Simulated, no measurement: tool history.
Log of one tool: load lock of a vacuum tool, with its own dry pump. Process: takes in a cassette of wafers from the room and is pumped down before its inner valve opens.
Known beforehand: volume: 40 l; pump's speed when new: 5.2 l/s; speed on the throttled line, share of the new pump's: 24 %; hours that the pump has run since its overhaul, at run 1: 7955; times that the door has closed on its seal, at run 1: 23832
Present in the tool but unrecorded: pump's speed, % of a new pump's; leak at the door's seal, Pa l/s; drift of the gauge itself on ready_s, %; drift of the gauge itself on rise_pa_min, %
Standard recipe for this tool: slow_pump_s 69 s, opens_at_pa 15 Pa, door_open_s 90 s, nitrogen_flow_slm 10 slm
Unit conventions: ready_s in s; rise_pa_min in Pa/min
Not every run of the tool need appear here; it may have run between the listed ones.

run      day  slow_pump_s  opens_at_pa  door_open_s  nitrogen_flow_slm  hours that the pump has run since its overhaul  times that the door has closed on its seal  incoming humidity of the room's air, %  ready_s  rise_pa_min
  1        0           69           15           90                 10                                            7955                                       23832                                    44.3    128.2        0.532
  2      8.3           69           15           90                 10                                            8154                                       24380                                    43.6    127.3        0.538
  3   14.596           69           15          217                 10                                            8305                                       24795                                    48.8    128.6        0.629
  4   22.621           69           15           90                 10                                            8498                                       25324                                    47.9    127.4        0.575
  5     27.3           41           15           90                 10                                            8610                                       25633                                      41      109         0.58
  6   32.846           41           15           90                 10                                            8743                                       25998                                    47.6    107.7        0.607
  7   38.562           69           14           90                 10                                            8880                                       26375                                    45.2    128.8        0.616
  8   45.438           69           15           90                 10                                            9045                                       26828                                    41.3    129.4        0.617
  9   50.125           69           15           90                  5                                            9158                                       27137                                    46.1    129.9        0.657
 10   58.358           69           15           90                  5                                            9355                                       27680                                    43.1    129.2        0.671
 11   65.662           69           15           90                  5                                            9531                                       28162                                    46.5    129.4        0.694
 12   69.408           69           15           90                  5                                            9621                                       28409                                    45.5    128.9        0.694
 13   72.975           69           15           90                  5                                            9706                                       28644                                    45.6    129.7        0.705
 14   79.246           69           18           90                 10                                            9857                                       29057                                    43.7    127.6         0.71
 15   87.075           35           15           90                 10                                           10045                                       29574                                    48.5    105.7        0.746
 16   91.825           35           15           90                 10                                           10159                                       29887                                    46.6      107        0.736
      99.529  -- door's seal changed, seat wiped
 17   99.854           35           15           90                 26                                           10350                                          22                                    44.2    106.3        0.067
 18  106.842           35           15           90                 26                                           10517                                         482                                    44.1    105.8        0.067
 19  112.804           35           15           90                 26                                           10661                                         876                                    48.6    105.9        0.074
 20  120.233           92           16          197                 26                                           10839                                        1366                                    46.9    146.4        0.126
 21  127.117          126           15           90                 14                                           11004                                        1819                                    45.3    170.2        0.094
 22  134.492          126           15           90                  6                                           11181                                        2306                                    44.8    170.2        0.108
 23  141.596           44           15          200                  6                                           11352                                        2774                                    46.9    113.4        0.176
 24  147.221           44           15           30                 14                                           11487                                        3145                                    48.4    115.1         0.07
 25  152.354           44           15           30                  7                                           11610                                        3483                                    45.3    114.3        0.075
 26  159.367           44           17           37                  7                                           11778                                        3945                                    44.1    111.6        0.089
 27  167.417           44           17           37                  7                                           11971                                        4476                                    42.7      112        0.095
 28  175.267           45           17          142                  7                                           12160                                        4994                                    49.5    113.7        0.175
 29    179.6           45           17          142                  7                                           12264                                        5280                                    45.2    114.4        0.162
 30  186.767           45           17          142                  7                                           12436                                        5752                                    46.5    113.8        0.185
 31  190.267           69           20          184                 16                                           12520                                        5983                                    45.3    128.3        0.172
 32  194.496           65           29           66                  7                                           12621                                        6262                                    41.2    122.4        0.133
 33  198.212           65           29           53                 32                                           12710                                        6507                                    49.3    123.3        0.111
 34  203.171           57           15          117                 10                                           12829                                        6834                                      44    124.8         0.16
 35  207.042           69           15          192                  8                                           12922                                        7089                                    45.4      133        0.217
 36  212.358          100           15           26                 43                                           13050                                        7439                                    43.7    153.8        0.099

Pick out some run-to-run changes in ready_s. Of each, how much would a tool without hidden state show as well, from the settings, what came in and chance, and how much is left for the hidden state and any gauge scatter not in both results compared?
Run 14 -> 15: slow_pump_s 69 -> 35, opens_at_pa 18 -> 15. ready_s -21.9 s: hidden state +2.1, all else -24.
Run 19 -> 20: slow_pump_s 35 -> 92, opens_at_pa 15 -> 16, door_open_s 90 -> 197. ready_s +40.5 s: hidden state -2.7, all else +43.2.
Run 20 -> 21: slow_pump_s 92 -> 126, opens_at_pa 16 -> 15, door_open_s 197 -> 90, nitrogen_flow_slm 26 -> 14. ready_s +23.8 s: hidden state -1.4, all else +25.2.
Run 22 -> 23: slow_pump_s 126 -> 44, door_open_s 90 -> 200. ready_s -56.8 s: hidden state +4.4, all else -61.2.
